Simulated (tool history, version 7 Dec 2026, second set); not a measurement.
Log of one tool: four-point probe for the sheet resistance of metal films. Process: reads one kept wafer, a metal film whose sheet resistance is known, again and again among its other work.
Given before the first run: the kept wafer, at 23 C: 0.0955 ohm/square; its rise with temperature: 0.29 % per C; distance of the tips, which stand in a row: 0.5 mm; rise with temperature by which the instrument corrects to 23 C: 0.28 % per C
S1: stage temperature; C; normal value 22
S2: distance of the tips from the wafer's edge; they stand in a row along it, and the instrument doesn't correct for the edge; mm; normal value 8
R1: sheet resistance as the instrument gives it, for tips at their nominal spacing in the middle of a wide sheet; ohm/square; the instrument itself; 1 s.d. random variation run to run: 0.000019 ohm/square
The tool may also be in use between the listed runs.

run 1 day=0 | S1=22 S2=8 | R1=0.095766
run 2 day=1.033 | S1=22 S2=8 | R1=0.095811
run 3 day=1.988 | S1=22 S2=12 | R1=0.095715
run 4 day=3.6 | S1=22 S2=6 | R1=0.095973
run 5 day=4.783 | S1=22 S2=6 | R1=0.095945
run 6 day=6.075 | S1=22 S2=6 | R1=0.095931
run 7 day=7.592 | S1=22 S2=6 | R1=0.095947
run 8 day=8.604 | S1=22 S2=14 | R1=0.095681
run 9 day=10.142 | S1=22 S2=60 | R1=0.095624
run 10 day=11.404 | S1=22 S2=60 | R1=0.095619
run 11 day=12.438 | S1=22 S2=60 | R1=0.095618
run 12 day=13.2 | S1=22 S2=42 | R1=0.095572
run 13 day=14.721 | S1=22 S2=42 | R1=0.095629
run 14 day=15.842 | S1=22 S2=42 | R1=0.095608
run 15 day=16.996 | S1=26 S2=8 | R1=0.095818
run 16 day=18.3 | S1=22 S2=8 | R1=0.09581
run 17 day=19.346 | S1=22 S2=8 | R1=0.095819
run 18 day=20.529 | S1=22 S2=13 | R1=0.095651
run 19 day=21.804 | S1=22 S2=13 | R1=0.095693
run 20 day=22.942 | S1=22 S2=13 | R1=0.095669
run 21 day=24.417 | S1=22 S2=8 | R1=0.095984
run 22 day=25.675 | S1=32 S2=8 | R1=0.096084
run 23 day=27.296 | S1=29 S2=22 | R1=0.095872
run 24 day=29.071 | S1=29 S2=22 | R1=0.095436
run 25 day=29.854 | S1=24 S2=3 | R1=0.096773
run 26 day=30.704 | S1=25 S2=59 | R1=0.095368
run 27 day=31.796 | S1=25 S2=59 | R1=0.095345
run 28 day=33.421 | S1=22 S2=8 | R1=0.095533
run 29 day=34.925 | S1=22 S2=8 | R1=0.095517
run 30 day=36.542 | S1=28 S2=16 | R1=0.095451
run 31 day=37.396 | S1=28 S2=16 | R1=0.095418
run 32 day=38.367 | S1=19 S2=20 | R1=0.095341
run 33 day=40.171 | S1=19 S2=6 | R1=0.095664
run 34 day=41.438 | S1=19 S2=6 | R1=0.095647
run 35 day=42.438 | S1=19 S2=6 | R1=0.095664
run 36 day=44.25 | S1=19 S2=6 | R1=0.095674
run 37 day=45.183 | S1=28 S2=8 | R1=0.095575
run 38 day=46.733 | S1=28 S2=8 | R1=0.095561
run 39 day=47.621 | S1=22 S2=44 | R1=0.095328
run 40 day=48.825 | S1=27 S2=8 | R1=0.0956
run 41 day=49.621 | S1=31 S2=58 | R1=0.095416
run 42 day=50.838 | S1=27 S2=17 | R1=0.09541
run 43 day=52.308 | S1=27 S2=17 | R1=0.095398
run 44 day=53.688 | S1=26 S2=41 | R1=0.095354

The log once held 2 entries between its listed runs, left out of this copy. Where does each go, and what is different about the tool's unlogged condition between the listed run before it and the listed run after it?
Between runs 20 and 21: stage's thermometer calibrated (day 23.292)
  inner tips' distance over the nominal, %: -0.145 -> -0.147; wafer's true temperature over the reading, C: 0.96 -> 1.58
  the result without the hidden state subtracted from the measured one, R1: +0.000115 -> +0.000284 ohm/square
Between runs 23 and 24: stage's thermometer calibrated, once more (day 28.346)
  inner tips' distance over the nominal, %: -0.152 -> -0.155; wafer's true temperature over the reading, C: 1.6 -> -0.03
  the result without the hidden state subtracted from the measured one, R1: +0.000275 -> -0.000169 ohm/square

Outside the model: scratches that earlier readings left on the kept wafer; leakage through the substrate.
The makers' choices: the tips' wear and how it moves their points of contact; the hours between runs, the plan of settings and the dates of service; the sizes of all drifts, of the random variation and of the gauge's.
